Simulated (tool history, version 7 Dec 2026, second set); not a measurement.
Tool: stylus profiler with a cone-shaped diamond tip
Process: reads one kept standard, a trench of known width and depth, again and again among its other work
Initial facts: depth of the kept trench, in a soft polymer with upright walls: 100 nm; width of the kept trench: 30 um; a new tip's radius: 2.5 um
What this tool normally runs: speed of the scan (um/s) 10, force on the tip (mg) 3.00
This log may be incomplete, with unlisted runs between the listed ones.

run	hour	speed of the scan (um/s)	force on the tip (mg)	depth of the trench (Å)	width of the trench's floor (µm)
1	0.0	10	3.00	1014.0	28.36
2	13.4	10	3.00	1012.6	28.33
3	32.2	10	3.00	1012.7	28.41
4	48.3	10	3.00	1012.6	28.30
5	65.4	10	6.95	1020.6	28.37
6	84.4	10	6.95	1020.0	28.29
7	102.1	10	6.95	1020.7	28.38
8	115.6	10	6.95	1021.3	28.35
9	137.0	15	3.00	1013.3	28.29
10	161.3	10	2.62	1011.0	28.33
11	177.9	10	2.62	1011.7	28.32
12	201.7	10	3.00	1012.9	28.33
13	219.2	4	3.00	1013.5	28.33
14	245.5	10	3.00	1012.7	28.28
15	268.9	10	3.00	1013.2	28.29
16	290.6	10	3.00	1013.6	28.31
17	311.4	10	3.34	1013.9	28.29
18	323.3	10	2.46	1011.4	28.27
19	335.4	2	1.39	1007.8	28.29
20	356.1	2	1.39	1008.3	28.27
21	368.7	2	1.39	1008.5	28.38
22	397.7	2	1.39	1009.5	28.34
23	413.6	3	1.40	1009.4	28.28
24	435.9	3	1.40	1008.8	28.28
25	457.0	3	4.52	1016.5	28.37
26	481.5	2	1.71	1009.6	28.24
27	498.8	8	1.33	1008.4	28.24
28	511.5	8	1.33	1008.6	28.28
29	532.7	12	2.82	1013.4	28.25
30	547.9	26	3.96	1016.0	28.14
31	569.0	26	3.96	1015.8	28.16
32	582.9	9	3.96	1016.4	28.23
33	608.4	10	2.21	1011.9	28.19
34	632.2	10	2.21	1011.9	28.20

Each row is a separate what-if for the run after 34, all from the same tool condition, not one after another. Results?
A	657.2	5	1.00	?	?
B	657.2	8	2.77	?	?
C	657.2	10	3.06	?	?
D	657.2	35	4.78	?	?

run	depth of the trench (Å)	width of the trench's floor (µm)
A	1008.1	28.18
B	1012.2	28.22
C	1015.1	28.24
D	1017.3	28.14
With the hidden condition removed and each run's random variation left untouched, the same runs would have given:
run	depth of the trench (Å)	width of the trench's floor (µm)
A	1005.3	28.53
B	1009.4	28.57
C	1012.2	28.59
D	1014.5	28.49

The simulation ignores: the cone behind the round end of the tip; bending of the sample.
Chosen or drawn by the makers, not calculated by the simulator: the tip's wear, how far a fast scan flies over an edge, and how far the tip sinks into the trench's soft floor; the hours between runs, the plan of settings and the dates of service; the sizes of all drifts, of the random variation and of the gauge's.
